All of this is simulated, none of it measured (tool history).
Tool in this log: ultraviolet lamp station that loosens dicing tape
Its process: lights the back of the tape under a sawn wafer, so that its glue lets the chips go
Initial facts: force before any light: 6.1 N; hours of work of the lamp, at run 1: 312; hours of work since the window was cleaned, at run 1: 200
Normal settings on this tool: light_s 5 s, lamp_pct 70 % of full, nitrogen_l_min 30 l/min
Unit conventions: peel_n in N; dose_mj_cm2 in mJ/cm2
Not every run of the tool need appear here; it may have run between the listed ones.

run   hour  light_s  lamp_pct  nitrogen_l_min  hours of work of the lamp  hours of work since the window was cleaned  peel_n  dose_mj_cm2
  1      0        5        70              30                        312                                         200   0.696          181
  2   79.8        5        62              30                        352                                         240   0.895          156
  3  125.2        5        62              30                        374                                         263   0.885          148
  4  175.3        5        62              30                        399                                         288   0.991          150
  5    216        5        71              30                        420                                         309   0.773          170
  6  293.8        2        70              30                        459                                         348   2.649           64
  7  343.2        2        70              30                        483                                         372   2.586           68
  8  395.5        5        70              15                        510                                         399     1.4          158
     450.5  -- window cleaned of glue's vapour
  9  481.6        5        70              15                        553                                          16   1.304          163
 10    542        8        70              49                        583                                          46   0.232          252
 11  624.5        8        70              17                        624                                          87   0.573          249
 12  705.9        8        70              17                        665                                         128   0.589          241
 13  771.2        2        79              17                        698                                         161   3.061           67
 14  820.8        3        79              50                        723                                         186   1.366          102

Some steps in peel_n, run to run, broken into two amounts with sign: the step expected even without the hidden condition (settings, incoming material, random variation), and the rest, left for the hidden condition together with whatever gauge scatter is not in both the measured and the hidden-condition-free result:
Hidden conditions of the tool in this case: lamp's light, % of a new lamp's; light that the window lets through, % of a clean one's; drift of the gauge itself on peel_n, %; drift of the gauge itself on dose_mj_cm2, %.
Run 12 -> 13: light_s 8 -> 2, lamp_pct 70 -> 79. peel_n +2.472 N: hidden state +0.485, all else +1.987.
